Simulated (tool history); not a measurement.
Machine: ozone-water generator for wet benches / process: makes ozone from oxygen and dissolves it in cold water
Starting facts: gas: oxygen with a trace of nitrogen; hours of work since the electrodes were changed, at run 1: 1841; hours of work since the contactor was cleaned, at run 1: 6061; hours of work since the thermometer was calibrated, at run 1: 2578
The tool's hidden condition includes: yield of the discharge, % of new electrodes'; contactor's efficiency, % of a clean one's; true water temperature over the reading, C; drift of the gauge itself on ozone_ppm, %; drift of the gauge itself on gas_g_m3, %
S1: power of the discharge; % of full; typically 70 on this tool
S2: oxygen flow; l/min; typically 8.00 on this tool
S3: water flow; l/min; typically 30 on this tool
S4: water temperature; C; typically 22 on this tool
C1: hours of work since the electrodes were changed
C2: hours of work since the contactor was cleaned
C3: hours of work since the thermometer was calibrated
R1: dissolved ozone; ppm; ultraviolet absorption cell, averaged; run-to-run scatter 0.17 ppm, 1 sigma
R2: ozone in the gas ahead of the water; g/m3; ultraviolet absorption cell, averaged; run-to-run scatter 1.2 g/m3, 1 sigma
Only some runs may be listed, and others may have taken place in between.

| run | hour | S1 | S2 | S3 | S4 | C1 | C2 | C3 | R1 | R2 |
|---|---|---|---|---|---|---|---|---|---|---|
| 1 | 0.0 | 70 | 8.00 | 30 | 22 | 1841 | 6061 | 2578 | 22.4 | 217.1 |
| 2 | 39.5 | 70 | 8.00 | 30 | 22 | 1878 | 6098 | 2615 | 22.5 | 216.0 |
| 3 | 75.5 | 70 | 8.00 | 30 | 22 | 1912 | 6132 | 2649 | 22.1 | 217.7 |
| 4 | 109.5 | 70 | 8.00 | 30 | 22 | 1944 | 6164 | 2681 | 22.5 | 218.1 |
| 5 | 142.2 | 70 | 8.00 | 30 | 22 | 1975 | 6194 | 2712 | 22.5 | 218.2 |
| 6 | 187.1 | 70 | 8.00 | 30 | 22 | 2017 | 6237 | 2754 | 22.3 | 217.7 |
| 7 | 237.1 | 70 | 8.00 | 30 | 22 | 2064 | 6284 | 2801 | 22.4 | 218.0 |
| 8 | 263.1 | 70 | 8.00 | 30 | 22 | 2089 | 6308 | 2825 | 22.2 | 219.3 |
| 9 | 307.5 | 70 | 8.00 | 30 | 22 | 2130 | 6350 | 2867 | 22.1 | 218.2 |
| 10 | 344.3 | 70 | 8.00 | 30 | 22 | 2165 | 6384 | 2902 | 22.1 | 216.8 |
| 11 | 379.5 | 70 | 8.00 | 30 | 22 | 2198 | 6417 | 2935 | 22.4 | 216.9 |
| 12 | 403.5 | 70 | 8.00 | 30 | 22 | 2220 | 6440 | 2957 | 22.2 | 217.6 |
| 13 | 449.2 | 76 | 8.00 | 30 | 22 | 2263 | 6483 | 3000 | 24.1 | 238.4 |
| 14 | 486.2 | 76 | 8.00 | 30 | 22 | 2298 | 6518 | 3035 | 24.2 | 237.2 |
| 15 | 527.0 | 76 | 8.00 | 30 | 22 | 2337 | 6556 | 3073 | 24.3 | 237.2 |
| 16 | 575.6 | 76 | 8.00 | 30 | 22 | 2382 | 6602 | 3119 | 23.9 | 240.5 |
| 17 | 601.6 | 76 | 8.00 | 30 | 22 | 2407 | 6626 | 3143 | 24.2 | 239.1 |
| 18 | 639.7 | 76 | 8.00 | 30 | 22 | 2442 | 6662 | 3179 | 24.2 | 239.8 |
| 19 | 690.9 | 76 | 8.00 | 30 | 22 | 2491 | 6710 | 3227 | 24.2 | 239.8 |
| 20 | 735.6 | 76 | 8.00 | 30 | 22 | 2533 | 6752 | 3269 | 24.2 | 240.4 |
| 21 | 766.7 | 76 | 8.00 | 30 | 22 | 2562 | 6781 | 3298 | 24.2 | 240.8 |
| 22 | 788.8 | 48 | 5.99 | 26 | 19 | 2583 | 6802 | 3319 | 18.4 | 181.7 |
| 23 | 816.3 | 70 | 8.00 | 26 | 22 | 2608 | 6828 | 3345 | 25.2 | 222.5 |
| 24 | 851.1 | 70 | 8.00 | 40 | 22 | 2641 | 6861 | 3378 | 17.4 | 223.7 |
|  | 861.6 | gauge calibrated |
| 25 | 895.5 | 52 | 4.88 | 30 | 22 | 2683 | 6902 | 3419 | 16.5 | 213.8 |
| 26 | 940.1 | 52 | 4.88 | 30 | 22 | 2725 | 6944 | 3461 | 16.4 | 212.1 |
| 27 | 962.8 | 70 | 8.00 | 30 | 18 | 2746 | 6965 | 3483 | 23.9 | 219.1 |
| 28 | 988.6 | 70 | 8.00 | 45 | 22 | 2770 | 6990 | 3507 | 15.7 | 217.6 |
| 29 | 1027.0 | 61 | 8.00 | 36 | 20 | 2806 | 7026 | 3543 | 17.4 | 192.7 |
| 30 | 1070.7 | 61 | 8.00 | 36 | 20 | 2847 | 7067 | 3584 | 17.3 | 192.7 |
| 31 | 1122.3 | 70 | 11.80 | 30 | 19 | 2896 | 7115 | 3633 | 23.0 | 178.4 |
| 32 | 1165.9 | 70 | 11.80 | 30 | 19 | 2937 | 7156 | 3674 | 23.2 | 178.7 |

Each row is a separate what-if for the run after 32, all from the same tool condition, not one after another. Results?
| A | 1199.1 | 70 | 8.00 | 40 | 22 | 2968 | 7188 | 3705 | ? | ? |
| B | 1199.1 | 70 | 13.36 | 30 | 23 | 2968 | 7188 | 3705 | ? | ? |
| C | 1199.1 | 87 | 8.00 | 45 | 15 | 2968 | 7188 | 3705 | ? | ? |

| run | R1 | R2 |
|---|---|---|
| A | 17.3 | 216.6 |
| B | 21.2 | 166.4 |
| C | 20.8 | 267.9 |
With no hidden state in the tool, these same runs would have given:
| run | R1 | R2 |
|---|---|---|
| A | 17.3 | 214.3 |
| B | 21.2 | 164.6 |
| C | 20.8 | 265.0 |
